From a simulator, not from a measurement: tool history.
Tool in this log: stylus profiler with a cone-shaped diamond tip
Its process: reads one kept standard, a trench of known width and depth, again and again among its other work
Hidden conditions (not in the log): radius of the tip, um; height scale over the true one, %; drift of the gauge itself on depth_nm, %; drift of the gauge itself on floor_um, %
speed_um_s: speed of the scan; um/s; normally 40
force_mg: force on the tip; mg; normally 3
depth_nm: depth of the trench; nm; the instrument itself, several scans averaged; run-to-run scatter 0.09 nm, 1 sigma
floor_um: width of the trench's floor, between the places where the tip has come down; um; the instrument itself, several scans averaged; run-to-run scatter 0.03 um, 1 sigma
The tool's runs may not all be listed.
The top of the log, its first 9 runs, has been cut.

run    hour  speed_um_s  force_mg  scans with this tip  hours of work since the height scale was calibrated  depth_nm  floor_um
 10   823.3          45         3                27423                                                 1183    101.04     18.62
 11   910.1          45         3                27929                                                 1250    101.05     18.58
 12    1033          40      1.09                28645                                                 1344    100.53     18.58
 13  1084.8          40      1.09                28946                                                 1384    100.46      18.6
 14  1185.3          40      1.71                29532                                                 1461    100.69     18.57
 15  1236.7          40      1.71                29831                                                 1501    100.77     18.61
 16  1301.4          40      1.71                30208                                                 1551    100.76     18.59
 17  1380.3          40      1.71                30667                                                 1611    100.64     18.63
 18  1444.2         126      5.87                31039                                                 1660    101.75     18.44
     1473.9  -- new tip fitted, height scale calibrated
 19  1499.7          63      7.37                  151                                                   20    101.84     18.65
 20  1555.6          24      2.78                  476                                                   63    100.89     18.73
 21  1627.8          69       8.2                  897                                                  118    102.29     18.65
 22  1753.6         128      5.02                 1629                                                  215    101.43     18.53
 23  1835.3         128      5.02                 2105                                                  278    101.51     18.51
 24  1933.4          33      2.45                 2676                                                  353    101.14     18.69
 25  1991.1          25      3.97                 3013                                                  397    101.35      18.7
 26  2084.8          14      1.41                 3558                                                  469    100.66     18.71
 27  2161.6          14      1.41                 4006                                                  528    100.65     18.65
 28    2242          13      1.36                 4474                                                  590    100.57      18.7
 29  2346.7          80      2.21                 5083                                                  670    100.76     18.53
 30  2460.8          22       8.9                 5748                                                  758    102.08     18.73
 31  2560.4          18      1.97                 6328                                                  835    100.63     18.63

Consider 4 possible next runs. They are alternatives, not a sequence: every one starts from the tool as it was left by run 31. What does each give?
  A  2655.6          35      4.71                 6883                                                  908         ?         ?
  B  2655.6         125      1.97                 6883                                                  908         ?         ?
  C  2655.6          76      1.32                 6883                                                  908         ?         ?
  D  2655.6          11      1.97                 6883                                                  908         ?         ?

run  depth_nm  floor_um
  A    101.52      18.7
  B    100.61     18.35
  C    100.67     18.47
  D    100.77     18.72
With the hidden condition removed and each run's random variation left untouched, the same runs would have given:
run  depth_nm  floor_um
  A    101.53     18.71
  B    100.62     18.36
  C    100.68     18.48
  D    100.78     18.73

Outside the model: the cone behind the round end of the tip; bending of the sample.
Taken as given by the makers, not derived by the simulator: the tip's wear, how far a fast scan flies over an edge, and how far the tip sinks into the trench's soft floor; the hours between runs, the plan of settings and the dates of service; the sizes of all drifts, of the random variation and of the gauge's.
